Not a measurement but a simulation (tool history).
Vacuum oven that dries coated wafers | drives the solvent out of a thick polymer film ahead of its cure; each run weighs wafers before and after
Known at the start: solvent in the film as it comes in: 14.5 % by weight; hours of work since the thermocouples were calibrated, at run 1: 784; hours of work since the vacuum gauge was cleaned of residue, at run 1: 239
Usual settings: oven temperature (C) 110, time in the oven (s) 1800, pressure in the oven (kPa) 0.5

run   hour  oven temperature (C)  time in the oven (s)  pressure in the oven (kPa)  hours of work since the thermocouples were calibrated  hours of work since the vacuum gauge was cleaned of residue  solvent left in the film (%)
  1      0                   110                  1800                         0.5                                                    784                                                          239                         2.388
  2   11.6                    98                  1800                         0.5                                                    791                                                          245                         5.219
  3   21.9                    98                  1800                         0.5                                                    797                                                          251                         5.231
  4     37                    98                  1800                         0.5                                                    805                                                          259                         5.229
  5   45.2                    98                  1800                         0.5                                                    809                                                          264                         5.229
  6   59.4                   123                  1800                         0.5                                                    817                                                          272                         0.545
  7   71.9                   123                  1800                         0.5                                                    824                                                          279                         0.547
  8   79.9                   110                  1800                         0.5                                                    828                                                          283                         2.369
  9   87.1                   124                  1800                         0.5                                                    832                                                          287                         0.488
 10     96                   110                  1800                         0.5                                                    837                                                          292                          2.38
 11  110.1                   110                  1800                       0.818                                                    845                                                          300                         2.491
 12  117.1                   110                  1800                         0.5                                                    849                                                          304                         2.377
 13  124.5                   110                  1800                         0.5                                                    853                                                          308                         2.366
 14  133.1                   110                  1800                         0.5                                                    858                                                          312                         2.377
 15  140.2                   125                  1800                         0.5                                                    862                                                          316                         0.426
 16  146.8                   125                  1800                         0.5                                                    865                                                          320                         0.423
 17  154.5                   125                  1800                         0.5                                                    870                                                          324                         0.418
 18  166.8                   125                  1800                         0.5                                                    876                                                          331                         0.436
 19  180.6                   110                  1800                         0.5                                                    884                                                          339                         2.394
 20  188.9                   110                  1800                         0.5                                                    889                                                          343                         2.379
 21  200.3                   117                  1380                         0.5                                                    895                                                          349                         1.957
 22  211.7                   110                  1800                        0.53                                                    901                                                          356                         2.403
 23  227.4                   105                  2700                         0.5                                                    910                                                          364                          1.95
 24  234.3                   115                  1800                        0.84                                                    914                                                          368                         1.582
 25  248.4                   115                  1800                        0.84                                                    921                                                          376                         1.578
 26  255.9                   115                  1800                        0.84                                                    926                                                          380                         1.577
 27  263.9                   115                  1800                        0.84                                                    930                                                          385                         1.581
 28    277                   115                  2940                       1.604                                                    937                                                          392                          0.86
 29    290                   115                  2940                       1.604                                                    944                                                          399                         0.855
 30  305.4                   115                  1740                       1.604                                                    953                                                          407                         1.909
 31  314.3                   115                  1740                       1.604                                                    958                                                          412                         1.908
 32  330.5                    95                  2580                       1.201                                                    967                                                          421                         4.805
 33    338                    95                  2580                       1.201                                                    971                                                          425                         4.807
 34  345.1                   110                  2040                         0.5                                                    975                                                          429                         1.933
 35  353.2                   122                  2700                         0.5                                                    979                                                          434                         0.242
 36  360.1                   122                  2700                         0.5                                                    983                                                          438                         0.241
 37    370                   110                  1920                       0.399                                                    988                                                          443                          2.12
 38  385.3                   109                  2520                       0.468                                                    997                                                          451                         1.453
 39    400                   118                  1500                       0.294                                                   1005                                                          460                         1.466
 40  415.2                   110                  1800                       0.613                                                   1013                                                          468                         2.419

Measured less the same run without the tool's hidden state. The same run-to-run variation is in both; the gauge's scatter may not be:
The hidden state here: true wafer temperature over the reading, C; true pressure over the reading, kPa; drift of the gauge itself on solvent_pct, %.
run  solvent left in the film (%)
  1                        -0.016
  2                         -0.02
  3                         -0.02
  4                         -0.02
  5                         -0.02
  6                        -0.006
  7                        -0.006
  8                        -0.016
  9                        -0.005
 10                        -0.017
 11                        -0.017
 12                        -0.017
 13                        -0.017
 14                        -0.017
 15                        -0.005
 16                        -0.004
 17                        -0.005
 18                        -0.004
 19                        -0.017
 20                        -0.017
 21                        -0.015
 22                        -0.017
 23                        -0.015
 24                        -0.014
 25                        -0.013
 26                        -0.014
 27                        -0.014
 28                        -0.006
 29                        -0.006
 30                        -0.014
 31                        -0.015
 32                        -0.023
 33                        -0.022
 34                        -0.016
 35                        -0.002
 36                        -0.002
 37                        -0.017
 38                        -0.014
 39                        -0.013
 40                        -0.018
